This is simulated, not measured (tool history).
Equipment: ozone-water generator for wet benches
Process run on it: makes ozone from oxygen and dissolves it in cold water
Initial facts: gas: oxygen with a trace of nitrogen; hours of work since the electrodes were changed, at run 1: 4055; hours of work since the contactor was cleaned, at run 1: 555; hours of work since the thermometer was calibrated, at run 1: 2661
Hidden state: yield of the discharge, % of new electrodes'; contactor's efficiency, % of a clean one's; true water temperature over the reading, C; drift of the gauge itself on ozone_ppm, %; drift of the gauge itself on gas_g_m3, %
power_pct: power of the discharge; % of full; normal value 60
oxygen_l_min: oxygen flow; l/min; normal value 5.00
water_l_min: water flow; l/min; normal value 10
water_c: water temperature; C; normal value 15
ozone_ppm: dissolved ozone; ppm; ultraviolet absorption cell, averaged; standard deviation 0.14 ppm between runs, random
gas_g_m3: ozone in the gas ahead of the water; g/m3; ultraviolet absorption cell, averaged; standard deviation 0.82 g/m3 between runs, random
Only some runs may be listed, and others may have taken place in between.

run      day  power_pct  oxygen_l_min  water_l_min  water_c  hours of work since the electrodes were changed  hours of work since the contactor was cleaned  hours of work since the thermometer was calibrated  ozone_ppm  gas_g_m3
  1    0.000         60          5.00           10       15                                             4055                                            555                                                2661       14.2     113.6
  2    5.821         60          5.00           10       15                                             4177                                            676                                                2783       13.8     112.0
  3    9.679         60          5.00           10       15                                             4257                                            757                                                2863       14.0     113.7
  4   14.000         60          5.00           10       15                                             4347                                            847                                                2953       13.9     111.3
  5   19.233         60          5.00           10       15                                             4456                                            956                                                3062       13.6     111.2
  6   22.142         60          5.00           10       15                                             4517                                           1016                                                3123       13.8     110.6
  7   27.938         60          5.00           10       15                                             4638                                           1137                                                3244       13.6     110.7
  8   32.088         60          5.00           10       15                                             4724                                           1224                                                3330       13.5     109.9
  9   37.762         60          5.00            6       15                                             4843                                           1342                                                3449       17.7     109.5
 10   41.171         60          5.00            6       15                                             4914                                           1413                                                3520       17.9     109.7
      41.579  -- contactor cleaned
 11   45.162         60          5.00            6       15                                             4994                                             75                                                3600       17.6     109.1
 12   49.688         50          5.00           10       15                                             5088                                            169                                                3694       12.0      97.0
 13   54.871         60          5.00           10       15                                             5196                                            277                                                3802       13.1     109.7
 14   58.258         60          5.00           10       15                                             5267                                            348                                                3873       13.1     106.7
 15   63.458         60          4.50            8       15                                             5375                                            456                                                3981       15.2     113.3
 16   67.542         60          4.50            8       15                                             5460                                            541                                                4066       14.8     112.2
      70.104  -- contactor cleaned, once more
 17   72.046         71          3.12            8       17                                             5551                                             40                                                4157       16.9     149.6
 18   75.629         71          3.12            8       17                                             5625                                            115                                                4231       16.7     147.8
 19   78.688         69          6.08           11       15                                             5689                                            179                                                4295       13.6     106.9
 20   82.079         69          6.08           11       15                                             5760                                            250                                                4366       13.6     105.6
 21   84.983         69          6.08           11       15                                             5820                                            310                                                4426       13.5     107.6
      87.646  -- water thermometer calibrated
 22   89.092         69          6.08           11       15                                             5906                                            396                                                  30       13.5     105.6
 23   92.621         69          3.04           11       14                                             5979                                            469                                                 104       13.5     142.7
 24   96.746         69          3.04           10       14                                             6065                                            555                                                 190       14.4     142.8
 25  101.000         60          3.76           10       15                                             6154                                            644                                                 278       13.0     118.5
 26  104.571         73          4.64           10       15                                             6228                                            718                                                 353       14.6     121.4
 27  109.633         73          4.64           14        8                                             6334                                            824                                                 458       12.9     121.5

Pick out some run-to-run changes in ozone_ppm. Of each, how much would a tool without hidden state show as well, from the settings, what came in and chance, and how much is left for the hidden state and any gauge scatter not in both results compared?
Run 8 -> 9: water_l_min 10 -> 6. ozone_ppm +4.2 ppm: hidden state -1.0, all else +5.2.
Run 11 -> 12: power_pct 60 -> 50, water_l_min 6 -> 10. ozone_ppm -5.6 ppm: hidden state +1.6, all else -7.2.
Run 25 -> 26: power_pct 60 -> 73, oxygen_l_min 3.76 -> 4.64. ozone_ppm +1.6 ppm: hidden state -1.2, all else +2.8.

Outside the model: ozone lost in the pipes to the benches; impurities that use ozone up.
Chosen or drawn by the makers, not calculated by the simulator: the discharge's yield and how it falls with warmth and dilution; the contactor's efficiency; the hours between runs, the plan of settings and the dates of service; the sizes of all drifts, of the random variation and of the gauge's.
